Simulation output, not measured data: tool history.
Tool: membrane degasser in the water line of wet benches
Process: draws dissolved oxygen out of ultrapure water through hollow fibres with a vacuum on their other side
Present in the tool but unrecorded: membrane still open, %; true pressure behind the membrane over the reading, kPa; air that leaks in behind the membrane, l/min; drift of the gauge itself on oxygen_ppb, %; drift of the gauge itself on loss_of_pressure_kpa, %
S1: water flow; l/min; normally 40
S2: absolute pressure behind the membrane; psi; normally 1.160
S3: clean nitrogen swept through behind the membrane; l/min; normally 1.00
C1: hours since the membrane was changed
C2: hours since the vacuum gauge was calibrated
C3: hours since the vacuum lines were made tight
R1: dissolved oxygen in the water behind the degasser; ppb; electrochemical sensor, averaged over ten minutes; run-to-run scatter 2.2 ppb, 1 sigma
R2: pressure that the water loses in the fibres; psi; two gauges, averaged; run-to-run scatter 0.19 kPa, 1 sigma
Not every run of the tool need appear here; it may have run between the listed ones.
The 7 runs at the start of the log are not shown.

| run | hour | S1 | S2 | S3 | C1 | C2 | C3 | R1 | R2 |
|---|---|---|---|---|---|---|---|---|---|
| 8 | 1287.8 | 40 | 1.160 | 1.00 | 9564 | 2403 | 4394 | 490.8 | 7.720 |
| 9 | 1483.8 | 40 | 1.160 | 1.00 | 9760 | 2599 | 4590 | 491.1 | 7.720 |
| 10 | 1754.9 | 40 | 1.160 | 1.00 | 10031 | 2870 | 4861 | 493.0 | 7.658 |
|  | 2021.6 | membrane cartridge changed |
|  | 2023.6 | seals of the vacuum lines changed |
| 11 | 2040.0 | 40 | 1.160 | 0.53 | 16 | 3149 | 16 | 706.9 | 7.687 |
| 12 | 2166.2 | 40 | 1.160 | 0.53 | 143 | 3276 | 143 | 706.6 | 7.719 |
| 13 | 2389.2 | 40 | 1.160 | 0.53 | 366 | 3499 | 366 | 707.9 | 7.675 |
| 14 | 2612.8 | 40 | 1.501 | 0.53 | 589 | 3722 | 589 | 967.4 | 7.722 |
| 15 | 2772.3 | 40 | 1.501 | 0.53 | 749 | 3882 | 749 | 960.5 | 7.699 |
| 16 | 2994.6 | 54 | 1.160 | 1.00 | 971 | 4104 | 971 | 736.0 | 10.395 |
| 17 | 3162.2 | 45 | 0.944 | 1.52 | 1139 | 4272 | 1139 | 381.5 | 8.676 |
| 18 | 3412.9 | 45 | 0.944 | 1.52 | 1389 | 4522 | 1389 | 382.6 | 8.688 |
| 19 | 3694.8 | 41 | 2.461 | 1.00 | 1671 | 4804 | 1671 | 1142.0 | 7.886 |
| 20 | 3980.3 | 40 | 0.925 | 2.83 | 1957 | 5090 | 1957 | 232.1 | 7.664 |
| 21 | 4244.6 | 34 | 0.983 | 1.02 | 2221 | 5354 | 2221 | 322.6 | 6.567 |
| 22 | 4391.8 | 31 | 1.777 | 1.00 | 2368 | 5501 | 2368 | 627.4 | 5.967 |
| 23 | 4624.3 | 31 | 1.777 | 1.00 | 2601 | 5734 | 2601 | 614.2 | 5.936 |
| 24 | 4875.8 | 31 | 1.777 | 1.00 | 2852 | 5985 | 2852 | 620.4 | 5.954 |
| 25 | 5019.6 | 31 | 1.777 | 1.00 | 2996 | 6129 | 2996 | 620.5 | 5.986 |
| 26 | 5258.9 | 40 | 1.704 | 1.96 | 3235 | 6368 | 3235 | 505.2 | 7.736 |
| 27 | 5406.4 | 26 | 1.704 | 1.96 | 3383 | 6516 | 3383 | 289.4 | 4.998 |
| 28 | 5597.7 | 26 | 1.704 | 1.96 | 3574 | 6707 | 3574 | 291.1 | 4.982 |
| 29 | 5748.0 | 59 | 1.565 | 1.81 | 3724 | 6857 | 3724 | 823.7 | 11.338 |
| 30 | 5904.8 | 40 | 1.410 | 0.83 | 3881 | 7014 | 3881 | 704.9 | 7.659 |

Forecast each of these 4 alternatives for the next run:
| A | 6099.8 | 54 | 2.338 | 0.59 | 4076 | 7209 | 4076 | ? | ? |
| B | 6099.8 | 38 | 2.071 | 2.45 | 4076 | 7209 | 4076 | ? | ? |
| C | 6099.8 | 31 | 1.160 | 2.40 | 4076 | 7209 | 4076 | ? | ? |
| D | 6099.8 | 40 | 0.804 | 1.15 | 4076 | 7209 | 4076 | ? | ? |

| run | R1 | R2 |
|---|---|---|
| A | 1871.0 | 10.437 |
| B | 490.3 | 7.314 |
| C | 202.3 | 5.933 |
| D | 297.3 | 7.687 |
The same runs, with their run-to-run variation unchanged, on a tool lacking any hidden condition would have given:
| run | R1 | R2 |
|---|---|---|
| A | 1820.9 | 10.431 |
| B | 477.0 | 7.310 |
| C | 196.7 | 5.931 |
| D | 289.0 | 7.683 |
